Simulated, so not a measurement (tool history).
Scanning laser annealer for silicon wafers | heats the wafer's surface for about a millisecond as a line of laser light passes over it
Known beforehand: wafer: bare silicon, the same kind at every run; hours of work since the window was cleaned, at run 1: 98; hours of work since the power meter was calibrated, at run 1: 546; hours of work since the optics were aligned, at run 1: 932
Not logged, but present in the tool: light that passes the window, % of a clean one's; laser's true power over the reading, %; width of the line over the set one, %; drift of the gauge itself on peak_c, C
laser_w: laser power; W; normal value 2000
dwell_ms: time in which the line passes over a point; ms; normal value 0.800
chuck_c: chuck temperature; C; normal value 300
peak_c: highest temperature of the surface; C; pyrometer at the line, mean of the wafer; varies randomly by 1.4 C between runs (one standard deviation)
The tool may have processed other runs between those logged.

run     day  laser_w  dwell_ms  chuck_c  hours of work since the window was cleaned  hours of work since the power meter was calibrated  hours of work since the optics were aligned  peak_c
  1   0.000     2000     0.800      300                                          98                                                 546                                          932    1056
  2   0.721     2000     0.800      300                                         112                                                 560                                          946    1056
  3   1.325     2000     0.800      300                                         123                                                 571                                          957    1055
  4   2.012     2000     0.800      307                                         136                                                 584                                          970    1060
  5   2.362     2196     0.800      300                                         142                                                 591                                          977    1141
  6   3.092     2000     0.800      300                                         156                                                 604                                          991    1051
  7   3.796     2000     0.800      300                                         169                                                 618                                         1004    1052
  8   4.300     2000     0.800      300                                         179                                                 627                                         1013    1050
  9   5.004     2000     0.800      300                                         192                                                 640                                         1027    1053
 10   5.633     1872     0.800      300                                         204                                                 652                                         1038     995
 11   6.062     1872     0.800      300                                         212                                                 660                                         1046     992
 12   6.862     2000     0.800      300                                         227                                                 675                                         1061    1049
 13   7.350     2000     0.800      300                                         236                                                 685                                         1071    1051
 14   7.867     2000     0.800      300                                         246                                                 694                                         1080    1048
 15   8.546     2000     0.800      300                                         259                                                 707                                         1093    1048
 16   9.279     1761     0.800      300                                         272                                                 721                                         1107     941
 17   9.979     1761     0.800      300                                         286                                                 734                                         1120     944
 18  10.400     1761     0.800      300                                         294                                                 742                                         1128     941
     10.571  -- laser's power meter calibrated
 19  11.100     2152     0.800      300                                         304                                                  10                                         1139    1113
 20  11.696     2152     0.800      300                                         316                                                  21                                         1150    1113
 21  12.167     2178     0.859      289                                         324                                                  30                                         1159    1144
 22  12.817     1721     0.611      300                                         337                                                  42                                         1171     839
     13.000  -- laser's power meter calibrated, once more
 23  13.362     1714     0.800      300                                         345                                                   7                                         1179     914
 24  14.100     1887     0.910      277                                         358                                                  21                                         1193    1014
 25  14.533     1887     0.910      277                                         367                                                  29                                         1201    1016
 26  15.158     1732     0.906      331                                         378                                                  41                                         1213     999
 27  15.683     1732     0.906      331                                         388                                                  50                                         1223     996
 28  16.083     1732     0.906      331                                         396                                                  58                                         1230     997
 29  16.771     1732     0.906      331                                         409                                                  71                                         1243     992
 30  17.558     2149     0.906      301                                         423                                                  86                                         1258    1157
 31  18.196     2149     0.906      337                                         435                                                  98                                         1270    1192
     18.662  -- window over the wafer cleaned
 32  18.704     1884     0.855      283                                           1                                                 106                                         1278    1012
 33  19.221     1884     0.855      283                                          10                                                 115                                         1288    1013
 34  20.029     1803     0.800      307                                          26                                                 131                                         1303     975
 35  20.508     2150     0.800      300                                          35                                                 140                                         1312    1122
 36  20.996     1981     0.800      289                                          44                                                 149                                         1321    1036
 37  21.346     2000     0.642      333                                          50                                                 155                                         1328    1003
 38  21.717     2000     0.644      302                                          57                                                 162                                         1334     973
 39  22.062     1928     0.644      319                                          64                                                 169                                         1341     962
 40  22.583     2028     0.625      314                                          74                                                 179                                         1351     986

Measured result minus the same run's result without the hidden state. Both carry the same run-to-run variation, though not necessarily the same gauge scatter:
run  peak_c
  1      -7
  2      -8
  3      -9
  4      -9
  5     -11
  6     -11
  7     -11
  8     -12
  9     -13
 10     -12
 11     -13
 12     -15
 13     -14
 14     -15
 15     -16
 16     -15
 17     -15
 18     -15
 19     -17
 20     -18
 21     -20
 22     -13
 23     -22
 24     -26
 25     -26
 26     -24
 27     -25
 28     -25
 29     -26
 30     -34
 31     -35
 32      -6
 33      -7
 34      -6
 35      -8
 36      -8
 37      -8
 38      -8
 39      -8
 40      -9

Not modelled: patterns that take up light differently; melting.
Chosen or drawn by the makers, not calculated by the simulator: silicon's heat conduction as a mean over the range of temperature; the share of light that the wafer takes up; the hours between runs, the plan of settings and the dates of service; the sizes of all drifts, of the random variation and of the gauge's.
